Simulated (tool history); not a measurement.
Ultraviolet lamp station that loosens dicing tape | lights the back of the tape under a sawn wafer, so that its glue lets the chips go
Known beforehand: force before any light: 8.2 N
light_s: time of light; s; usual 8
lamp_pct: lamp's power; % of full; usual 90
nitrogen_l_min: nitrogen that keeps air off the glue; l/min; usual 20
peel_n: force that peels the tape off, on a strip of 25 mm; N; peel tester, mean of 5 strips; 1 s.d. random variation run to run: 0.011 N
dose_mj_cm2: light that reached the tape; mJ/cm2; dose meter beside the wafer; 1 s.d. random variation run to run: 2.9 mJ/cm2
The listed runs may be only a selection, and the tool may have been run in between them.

run     day  light_s  lamp_pct  nitrogen_l_min  peel_n  dose_mj_cm2
  1       0        8        90              20    0.61          377
      0.088  -- window cleaned of glue's vapour
  2   0.725        8        90              34   0.425          359
  3   1.154        8        90              13    0.95          360
  4    1.85        8        90              20   0.663          358
  5   2.429        8        90              20   0.662          357
  6   2.888        8        90              20   0.656          360
  7   3.517        8        90              20   0.658          354
  8   4.108        8        90              20   0.675          352
      4.379  -- window cleaned of glue's vapour, once more
  9   4.796        8        90              20   0.575          393
 10   5.112        8        62              20   1.192          270
 11     5.5        8        62              20   1.156          269
 12   6.238        8        62              20   1.225          265
 13   6.908        8        63              20   1.143          272
 14   7.371        8        63              20    1.17          270
 15   7.958        8        63              20   1.149          271
 16   8.267        8        63              20    1.18          273
 17   8.921        8        95              20   0.517          401
 18   9.258        8        62              20   1.194          262
 19    9.95        8        62              20   1.224          257
 20  10.708        8        62              20   1.208          266
 21  11.312        8        62              20   1.231          264
 22  11.775        8        62              20   1.263          262
 23  12.283        8        62              20    1.25          262
 24    12.8        8        62              20   1.224          262
 25  13.238        8        62              20   1.253          258
 26    13.8        8        62              20   1.205          260
 27    14.3        9        79               9   1.126          369
 28  14.917        5        99              10   1.877          261
 29  15.671       11        90              24   0.278          506
 30  16.354       11        90              24   0.291          513
 31  17.029        8        90              27   0.508          368
 32  17.458        8        90              27   0.479          373
 33  18.054        8        90              27   0.499          371

For run 34, what comes out?
 34  18.475        8        90              27       ?            ?

peel_n: 0.5 N
dose_mj_cm2: 369 mJ/cm2
On a tool with no hidden condition, and with the same random variation, this run would have come out at peel_n 0.399 N, dose_mj_cm2 411 mJ/cm2.
